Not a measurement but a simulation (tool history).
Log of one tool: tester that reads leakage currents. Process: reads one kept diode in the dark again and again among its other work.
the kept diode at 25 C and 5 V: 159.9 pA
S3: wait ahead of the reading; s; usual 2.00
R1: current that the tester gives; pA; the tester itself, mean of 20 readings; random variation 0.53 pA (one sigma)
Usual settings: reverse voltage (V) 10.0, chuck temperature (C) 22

Run 1, hour 0.0: usual settings. Result: R1 156.46 pA.
Run 2, hour 29.5: usual settings. Result: R1 155.41 pA.
Run 3, hour 52.9: usual settings. Result: R1 155.46 pA.
At hour 66.1: chuck's temperature calibrated.
Run 4, hour 92.5: usual settings but S3 1.43 s. Result: R1 149.64 pA.
Run 5, hour 138.2: usual settings. Result: R1 149.86 pA.
Run 6, hour 171.9: usual settings. Result: R1 149.60 pA.
Run 7, hour 199.3: usual settings but reverse voltage (V) 1.7, S3 1.05 s. Result: R1 65.79 pA.
At hour 204.2: chuck's temperature calibrated, once more.
Run 8, hour 224.8: usual settings but reverse voltage (V) 1.7, S3 1.05 s. Result: R1 78.83 pA.
Run 9, hour 274.4: usual settings but reverse voltage (V) 2.8, chuck temperature (C) 26, S3 1.63 s. Result: R1 133.43 pA.
Run 10, hour 310.2: usual settings but reverse voltage (V) 1.8, chuck temperature (C) 53, S3 2.72 s. Result: R1 678.20 pA.

Some steps in R1 between neighbouring runs. How much of each would the tool show without its hidden state too (settings, what came in, random variation), and how much is left for the hidden state, with any gauge scatter that isn't in both results?
The hidden state here: stray current of the dirty probe card, pA a volt; current scale over the true one, %; true chuck temperature over the reading, C; drift of the gauge itself on leakage_pa, %.
Run 6 -> 7: reverse voltage (V) 10.0 -> 1.7, S3 2.00 -> 1.05. R1 -83.81 pA: hidden state +13.78, all else -97.59.
Run 9 -> 10: reverse voltage (V) 2.8 -> 1.8, chuck temperature (C) 26 -> 53, S3 1.63 -> 2.72. R1 +544.77 pA: hidden state +0.70, all else +544.07.

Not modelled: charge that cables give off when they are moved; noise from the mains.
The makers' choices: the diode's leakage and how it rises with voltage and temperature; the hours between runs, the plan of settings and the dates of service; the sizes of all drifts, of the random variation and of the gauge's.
